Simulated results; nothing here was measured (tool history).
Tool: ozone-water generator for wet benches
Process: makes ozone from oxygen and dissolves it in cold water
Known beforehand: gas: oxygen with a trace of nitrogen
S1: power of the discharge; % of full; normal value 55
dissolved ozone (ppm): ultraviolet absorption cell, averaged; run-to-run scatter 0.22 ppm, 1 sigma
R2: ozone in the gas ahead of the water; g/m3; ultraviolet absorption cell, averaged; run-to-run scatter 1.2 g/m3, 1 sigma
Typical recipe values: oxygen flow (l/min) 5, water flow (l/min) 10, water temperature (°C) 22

run 1 hour=0 | S1=55 oxygen_flow_(l/min)=5 water_flow_(l/min)=10 water_temperature_(°C)=22 | dissolved_ozone_(ppm)=32.2 R2=210.5
run 2 hour=36.1 | S1=55 oxygen_flow_(l/min)=5 water_flow_(l/min)=10 water_temperature_(°C)=22 | dissolved_ozone_(ppm)=32 R2=209.5
run 3 hour=59.6 | S1=55 oxygen_flow_(l/min)=5 water_flow_(l/min)=13 water_temperature_(°C)=22 | dissolved_ozone_(ppm)=27.2 R2=209.8
run 4 hour=97.4 | S1=55 oxygen_flow_(l/min)=5 water_flow_(l/min)=13 water_temperature_(°C)=22 | dissolved_ozone_(ppm)=27.1 R2=210.4
run 5 hour=127.2 | S1=43 oxygen_flow_(l/min)=5 water_flow_(l/min)=10 water_temperature_(°C)=22 | dissolved_ozone_(ppm)=25.9 R2=171.5
run 6 hour=150.6 | S1=43 oxygen_flow_(l/min)=5 water_flow_(l/min)=10 water_temperature_(°C)=22 | dissolved_ozone_(ppm)=25.8 R2=173.2
run 7 hour=188.2 | S1=43 oxygen_flow_(l/min)=5 water_flow_(l/min)=10 water_temperature_(°C)=22 | dissolved_ozone_(ppm)=26 R2=172.3
run 8 hour=206.7 | S1=43 oxygen_flow_(l/min)=5 water_flow_(l/min)=10 water_temperature_(°C)=22 | dissolved_ozone_(ppm)=26.1 R2=170.4
run 9 hour=236.1 | S1=55 oxygen_flow_(l/min)=5 water_flow_(l/min)=10 water_temperature_(°C)=22 | dissolved_ozone_(ppm)=32 R2=208
run 10 hour=276.6 | S1=55 oxygen_flow_(l/min)=5 water_flow_(l/min)=10 water_temperature_(°C)=22 | dissolved_ozone_(ppm)=32.6 R2=210.2
run 11 hour=315 | S1=55 oxygen_flow_(l/min)=5 water_flow_(l/min)=10 water_temperature_(°C)=22 | dissolved_ozone_(ppm)=32.2 R2=211.3
run 12 hour=337.4 | S1=55 oxygen_flow_(l/min)=5 water_flow_(l/min)=12 water_temperature_(°C)=22 | dissolved_ozone_(ppm)=28.5 R2=210.7
run 13 hour=356.5 | S1=50 oxygen_flow_(l/min)=4.92 water_flow_(l/min)=6 water_temperature_(°C)=26 | dissolved_ozone_(ppm)=34.8 R2=197.1
run 14 hour=385.7 | S1=50 oxygen_flow_(l/min)=4.92 water_flow_(l/min)=6 water_temperature_(°C)=26 | dissolved_ozone_(ppm)=35.2 R2=194.9
run 15 hour=422.6 | S1=55 oxygen_flow_(l/min)=5 water_flow_(l/min)=10 water_temperature_(°C)=18 | dissolved_ozone_(ppm)=34.5 R2=211.1
run 16 hour=446.3 | S1=55 oxygen_flow_(l/min)=5 water_flow_(l/min)=10 water_temperature_(°C)=30 | dissolved_ozone_(ppm)=26.9 R2=211.2
run 17 hour=470.4 | S1=72 oxygen_flow_(l/min)=3.45 water_flow_(l/min)=8 water_temperature_(°C)=16 | dissolved_ozone_(ppm)=54.2 R2=322

Expected results for the next run?
run 18 hour=507.7 | S1=72 oxygen_flow_(l/min)=3.45 water_flow_(l/min)=8 water_temperature_(°C)=16 | dissolved_ozone_(ppm)=? R2=?

dissolved ozone (ppm): 54.4
R2: 325.1 g/m3
With the hidden condition absent and the run-to-run variation left alone, this run would have shown dissolved ozone (ppm) 54.4, R2 325.4 g/m3.
